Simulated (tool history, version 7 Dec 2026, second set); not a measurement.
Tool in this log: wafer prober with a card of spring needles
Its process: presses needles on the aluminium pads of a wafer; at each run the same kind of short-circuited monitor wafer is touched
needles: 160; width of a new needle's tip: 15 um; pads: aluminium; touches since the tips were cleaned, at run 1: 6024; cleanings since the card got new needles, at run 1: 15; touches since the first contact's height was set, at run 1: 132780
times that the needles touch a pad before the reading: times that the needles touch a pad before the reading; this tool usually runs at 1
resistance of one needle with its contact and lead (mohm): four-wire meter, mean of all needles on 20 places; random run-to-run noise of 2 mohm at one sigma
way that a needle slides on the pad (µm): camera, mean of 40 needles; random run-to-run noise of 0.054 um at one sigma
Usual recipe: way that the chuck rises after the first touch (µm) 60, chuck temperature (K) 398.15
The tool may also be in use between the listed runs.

| run | day | way that the chuck rises after the first touch (µm) | chuck temperature (K) | times that the needles touch a pad before the reading | touches since the tips were cleaned | cleanings since the card got new needles | touches since the first contact's height was set | resistance of one needle with its contact and lead (mohm) | way that a needle slides on the pad (µm) |
|---|---|---|---|---|---|---|---|---|---|
| 1 | 0.000 | 60 | 398.15 | 1 | 6024 | 15 | 132780 | 285 | 13.20 |
|  | 0.142 | tips cleaned on abrasive film |
|  | 0.829 | tips cleaned on abrasive film |
|  | 1.512 | tips cleaned on abrasive film |
|  | 2.200 | tips cleaned on abrasive film |
|  | 2.750 | tips cleaned on abrasive film |
|  | 3.438 | tips cleaned on abrasive film |
|  | 3.988 | tips cleaned on abrasive film |
| 2 | 4.092 | 60 | 398.15 | 1 | 1411 | 22 | 187790 | 254 | 13.15 |
|  | 4.642 | tips cleaned on abrasive film |
|  | 5.200 | height of the first contact set anew |
|  | 5.342 | tips cleaned on abrasive film |
|  | 5.892 | tips cleaned on abrasive film |
| 3 | 6.025 | 60 | 398.15 | 1 | 1817 | 25 | 11058 | 255 | 13.45 |
|  | 6.575 | tips cleaned on abrasive film |
|  | 7.262 | tips cleaned on abrasive film |
|  | 7.946 | tips cleaned on abrasive film |
|  | 8.633 | tips cleaned on abrasive film |
|  | 9.183 | tips cleaned on abrasive film |
| 4 | 9.692 | 60 | 398.15 | 1 | 6889 | 30 | 60455 | 286 | 13.35 |
|  | 9.833 | tips cleaned on abrasive film |
|  | 10.521 | tips cleaned on abrasive film |
|  | 11.071 | tips cleaned on abrasive film |
| 5 | 11.421 | 60 | 315.15 | 1 | 4789 | 33 | 83727 | 274 | 13.45 |
|  | 11.700 | tips cleaned on abrasive film |
|  | 12.250 | tips cleaned on abrasive film |
|  | 12.938 | tips cleaned on abrasive film |
|  | 13.488 | tips cleaned on abrasive film |
|  | 14.171 | tips cleaned on abrasive film |
|  | 14.721 | tips cleaned on abrasive film |
|  | 15.408 | tips cleaned on abrasive film |
| 6 | 15.475 | 60 | 398.15 | 2 | 907 | 40 | 138230 | 232 | 13.08 |
|  | 16.025 | tips cleaned on abrasive film |
|  | 16.575 | tips cleaned on abrasive film |
|  | 17.262 | tips cleaned on abrasive film |
|  | 17.950 | tips cleaned on abrasive film |
| 7 | 18.471 | 60 | 398.15 | 1 | 7069 | 44 | 178565 | 289 | 12.98 |
|  | 18.612 | tips cleaned on abrasive film |
|  | 19.162 | tips cleaned on abrasive film |
|  | 19.850 | tips cleaned on abrasive film |
|  | 20.271 | height of the first contact set anew |
|  | 20.412 | tips cleaned on abrasive film |
| 8 | 20.908 | 60 | 398.15 | 1 | 6726 | 48 | 8574 | 288 | 13.51 |
|  | 21.050 | tips cleaned on abrasive film |
|  | 21.733 | tips cleaned on abrasive film |
|  | 22.421 | tips cleaned on abrasive film |
|  | 22.971 | tips cleaned on abrasive film |
|  | 23.658 | tips cleaned on abrasive film |
| 9 | 24.192 | 60 | 398.15 | 1 | 7255 | 53 | 52793 | 291 | 13.38 |
|  | 24.333 | tips cleaned on abrasive film |
|  | 25.021 | tips cleaned on abrasive film |
|  | 25.571 | tips cleaned on abrasive film |
|  | 26.121 | tips cleaned on abrasive film |
|  | 26.808 | tips cleaned on abrasive film |
|  | 27.396 | tips cleaned on abrasive film |
| 10 | 27.396 | 60 | 398.15 | 1 | 0 | 59 | 95811 | 224 | 13.34 |
|  | 28.079 | tips cleaned on abrasive film |
|  | 28.767 | tips cleaned on abrasive film |
|  | 29.317 | tips cleaned on abrasive film |
| 11 | 29.592 | 60 | 398.15 | 1 | 3738 | 62 | 125422 | 290 | 13.25 |
|  | 29.871 | tips cleaned on abrasive film |
|  | 30.421 | tips cleaned on abrasive film |
|  | 30.971 | tips cleaned on abrasive film |
|  | 31.521 | tips cleaned on abrasive film |
| 12 | 31.621 | 60 | 398.15 | 1 | 1395 | 66 | 152684 | 249 | 13.04 |
|  | 32.171 | tips cleaned on abrasive film |
|  | 32.721 | tips cleaned on abrasive film |
|  | 33.408 | tips cleaned on abrasive film |
|  | 33.958 | tips cleaned on abrasive film |
|  | 34.579 | tips cleaned on abrasive film |
| 13 | 34.579 | 71 | 336.15 | 1 | 0 | 71 | 192449 | 211 | 15.46 |
|  | 35.267 | tips cleaned on abrasive film |
|  | 35.279 | height of the first contact set anew |
|  | 35.829 | tips cleaned on abrasive film |
|  | 36.517 | tips cleaned on abrasive film |
|  | 37.067 | tips cleaned on abrasive film |
|  | 37.750 | tips cleaned on abrasive film |
| 14 | 37.792 | 71 | 304.15 | 1 | 570 | 76 | 33837 | 221 | 15.81 |
|  | 38.342 | tips cleaned on abrasive film |
|  | 38.892 | tips cleaned on abrasive film |
|  | 39.579 | tips cleaned on abrasive film |
| 15 | 40.104 | 71 | 339.15 | 2 | 7116 | 79 | 64980 | 241 | 15.86 |
|  | 40.246 | tips cleaned on abrasive film |
|  | 40.933 | tips cleaned on abrasive film |
|  | 41.621 | tips cleaned on abrasive film |
|  | 42.304 | tips cleaned on abrasive film |
|  | 42.992 | tips cleaned on abrasive film |
|  | 43.679 | tips cleaned on abrasive film |
| 16 | 44.188 | 64 | 338.15 | 1 | 6920 | 85 | 119951 | 282 | 14.19 |
|  | 44.329 | tips cleaned on abrasive film |
|  | 44.879 | tips cleaned on abrasive film |
|  | 45.429 | tips cleaned on abrasive film |
|  | 46.117 | tips cleaned on abrasive film |
|  | 46.804 | tips cleaned on abrasive film |
|  | 47.354 | tips cleaned on abrasive film |
| 17 | 47.354 | 67 | 356.15 | 2 | 0 | 91 | 162460 | 208 | 14.68 |
|  | 48.029 | tips cleaned on abrasive film |
|  | 48.717 | tips cleaned on abrasive film |
|  | 49.267 | tips cleaned on abrasive film |
|  | 49.954 | tips cleaned on abrasive film |
| 18 | 50.033 | 67 | 356.15 | 2 | 1097 | 95 | 198545 | 227 | 14.55 |
|  | 50.321 | height of the first contact set anew |
|  | 50.596 | tips cleaned on abrasive film |
|  | 51.146 | tips cleaned on abrasive film |
|  | 51.696 | tips cleaned on abrasive film |
|  | 52.383 | tips cleaned on abrasive film |
|  | 52.933 | tips cleaned on abrasive film |
|  | 53.621 | tips cleaned on abrasive film |
| 19 | 54.104 | 67 | 356.15 | 2 | 6540 | 101 | 50895 | 253 | 14.95 |
|  | 54.242 | tips cleaned on abrasive film |
|  | 54.792 | tips cleaned on abrasive film |
|  | 55.479 | tips cleaned on abrasive film |
|  | 56.167 | tips cleaned on abrasive film |
|  | 56.854 | tips cleaned on abrasive film |
|  | 57.538 | tips cleaned on abrasive film |
| 20 | 57.633 | 67 | 356.15 | 2 | 1288 | 107 | 98386 | 230 | 14.69 |
|  | 58.183 | tips cleaned on abrasive film |
|  | 58.733 | tips cleaned on abrasive film |
|  | 59.421 | tips cleaned on abrasive film |
| 21 | 59.896 | 68 | 316.15 | 2 | 6425 | 110 | 128836 | 244 | 14.99 |
|  | 60.033 | tips cleaned on abrasive film |
|  | 60.721 | tips cleaned on abrasive film |
|  | 61.271 | tips cleaned on abrasive film |
|  | 61.958 | tips cleaned on abrasive film |
| 22 | 62.025 | 68 | 316.15 | 2 | 899 | 114 | 157457 | 218 | 14.95 |
|  | 62.575 | tips cleaned on abrasive film |
|  | 63.125 | tips cleaned on abrasive film |
|  | 63.812 | tips cleaned on abrasive film |
|  | 64.362 | tips cleaned on abrasive film |
|  | 65.046 | tips cleaned on abrasive film |
|  | 65.333 | height of the first contact set anew |
| 23 | 65.583 | 60 | 398.15 | 1 | 7106 | 119 | 3411 | 307 | 13.52 |
|  | 65.725 | tips cleaned on abrasive film |
|  | 66.275 | tips cleaned on abrasive film |
|  | 66.962 | tips cleaned on abrasive film |
|  | 67.512 | tips cleaned on abrasive film |
| 24 | 67.638 | 60 | 302.15 | 2 | 1708 | 123 | 30993 | 235 | 13.40 |

A few steps of resistance of one needle with its contact and lead (mohm) between consecutive runs. Split each: what settings, incoming material and random variation would produce without the hidden state, and what is left over for the hidden state, along with gauge scatter present in only one of the two compared results (measured, and without hidden state):
Hidden conditions of the tool in this case: debris on the tips, nm; way that the needles fall short of the set height, um; tips' diameter, um; drift of the gauge itself on contact_mohm, %; drift of the gauge itself on scrub_um, %.
Run 16 -> 17: way that the chuck rises after the first touch (µm) 64 -> 67, chuck temperature (K) 338.15 -> 356.15, times that the needles touch a pad before the reading 1 -> 2, tips cleaned on abrasive film, tips cleaned on abrasive film, tips cleaned on abrasive film, tips cleaned on abrasive film, tips cleaned on abrasive film, tips cleaned on abrasive film. resistance of one needle with its contact and lead (mohm) -74: hidden state -78, all else +4.
Run 22 -> 23: way that the chuck rises after the first touch (µm) 68 -> 60, chuck temperature (K) 316.15 -> 398.15, times that the needles touch a pad before the reading 2 -> 1, tips cleaned on abrasive film, tips cleaned on abrasive film, tips cleaned on abrasive film, tips cleaned on abrasive film, tips cleaned on abrasive film, height of the first contact set anew. resistance of one needle with its contact and lead (mohm) +89: hidden state +70, all else +19.

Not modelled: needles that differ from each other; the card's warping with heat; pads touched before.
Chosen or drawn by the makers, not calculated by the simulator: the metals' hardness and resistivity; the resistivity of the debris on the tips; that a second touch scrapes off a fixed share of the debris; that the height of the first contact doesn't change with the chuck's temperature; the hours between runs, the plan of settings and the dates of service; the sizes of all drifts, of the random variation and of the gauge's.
